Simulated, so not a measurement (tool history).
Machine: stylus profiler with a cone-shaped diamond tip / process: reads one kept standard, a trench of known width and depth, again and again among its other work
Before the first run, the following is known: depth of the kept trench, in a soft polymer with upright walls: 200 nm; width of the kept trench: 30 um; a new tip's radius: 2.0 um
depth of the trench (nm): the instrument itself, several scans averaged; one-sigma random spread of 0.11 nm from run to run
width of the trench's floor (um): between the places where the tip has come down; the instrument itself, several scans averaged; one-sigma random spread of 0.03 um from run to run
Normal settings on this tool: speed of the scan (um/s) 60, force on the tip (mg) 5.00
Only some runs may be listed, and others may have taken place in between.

| run | hour | speed of the scan (um/s) | force on the tip (mg) | depth of the trench (nm) | width of the trench's floor (um) |
|---|---|---|---|---|---|
| 1 | 0.0 | 60 | 5.00 | 204.48 | 28.03 |
| 2 | 20.2 | 60 | 5.00 | 204.53 | 27.97 |
| 3 | 40.0 | 60 | 5.00 | 204.52 | 28.06 |
| 4 | 65.1 | 60 | 5.00 | 204.23 | 28.03 |
| 5 | 86.2 | 60 | 5.00 | 204.46 | 28.01 |
| 6 | 100.6 | 60 | 5.00 | 204.37 | 28.00 |
| 7 | 115.4 | 60 | 5.00 | 204.42 | 27.99 |
| 8 | 131.4 | 60 | 5.00 | 204.35 | 27.97 |
| 9 | 144.5 | 60 | 5.00 | 204.62 | 27.94 |
| 10 | 158.4 | 60 | 5.00 | 204.38 | 28.00 |
| 11 | 180.1 | 60 | 5.00 | 204.44 | 28.01 |
| 12 | 204.6 | 208 | 5.00 | 204.57 | 27.53 |
| 13 | 219.6 | 208 | 5.00 | 204.60 | 27.47 |
| 14 | 243.6 | 60 | 1.67 | 202.21 | 27.83 |
|  | 246.6 | height scale calibrated on a step standard |
| 15 | 261.4 | 60 | 1.67 | 202.14 | 27.85 |
| 16 | 286.0 | 72 | 3.01 | 203.48 | 27.86 |
| 17 | 299.9 | 17 | 14.37 | 209.10 | 28.15 |
| 18 | 311.3 | 136 | 2.40 | 202.84 | 27.50 |
| 19 | 330.3 | 93 | 7.20 | 205.83 | 27.93 |
| 20 | 355.1 | 93 | 7.20 | 205.71 | 27.93 |
| 21 | 374.8 | 93 | 7.20 | 205.85 | 27.86 |
| 22 | 391.4 | 93 | 7.20 | 205.53 | 27.94 |
|  | 406.1 | height scale calibrated on a step standard, once more |
| 23 | 415.2 | 197 | 5.22 | 204.28 | 27.48 |
| 24 | 432.7 | 125 | 1.72 | 202.24 | 27.41 |
| 25 | 453.9 | 108 | 4.84 | 204.27 | 27.77 |
| 26 | 471.8 | 16 | 6.64 | 205.33 | 28.14 |
| 27 | 490.9 | 57 | 12.63 | 208.11 | 28.06 |
| 28 | 513.7 | 57 | 12.63 | 208.07 | 28.01 |
| 29 | 539.4 | 57 | 12.63 | 208.07 | 27.98 |

Subtracting, for every run, the result it would have given without the tool's unlogged condition from the measured result gives the following. The same run-to-run variation enters both numbers; the gauge's scatter may not:
What the log doesn't record here: radius of the tip, um; height scale over the true one, %; drift of the gauge itself on depth_nm, %; drift of the gauge itself on floor_um, %.
| run | depth of the trench (nm) | width of the trench's floor (um) |
|---|---|---|
| 1 | +0.09 | -0.05 |
| 2 | +0.09 | -0.04 |
| 3 | +0.10 | -0.05 |
| 4 | +0.11 | -0.05 |
| 5 | +0.11 | -0.05 |
| 6 | +0.12 | -0.05 |
| 7 | +0.12 | -0.05 |
| 8 | +0.13 | -0.05 |
| 9 | +0.13 | -0.05 |
| 10 | +0.14 | -0.06 |
| 11 | +0.15 | -0.06 |
| 12 | +0.16 | -0.06 |
| 13 | +0.16 | -0.06 |
| 14 | +0.17 | -0.07 |
| 15 | +0.19 | -0.07 |
| 16 | +0.20 | -0.07 |
| 17 | +0.22 | -0.08 |
| 18 | +0.21 | -0.07 |
| 19 | +0.22 | -0.08 |
| 20 | +0.23 | -0.08 |
| 21 | +0.24 | -0.08 |
| 22 | +0.24 | -0.08 |
| 23 | -0.02 | -0.09 |
| 24 | -0.01 | -0.08 |
| 25 | +0.00 | -0.09 |
| 26 | +0.00 | -0.09 |
| 27 | +0.01 | -0.09 |
| 28 | +0.02 | -0.10 |
| 29 | +0.03 | -0.10 |
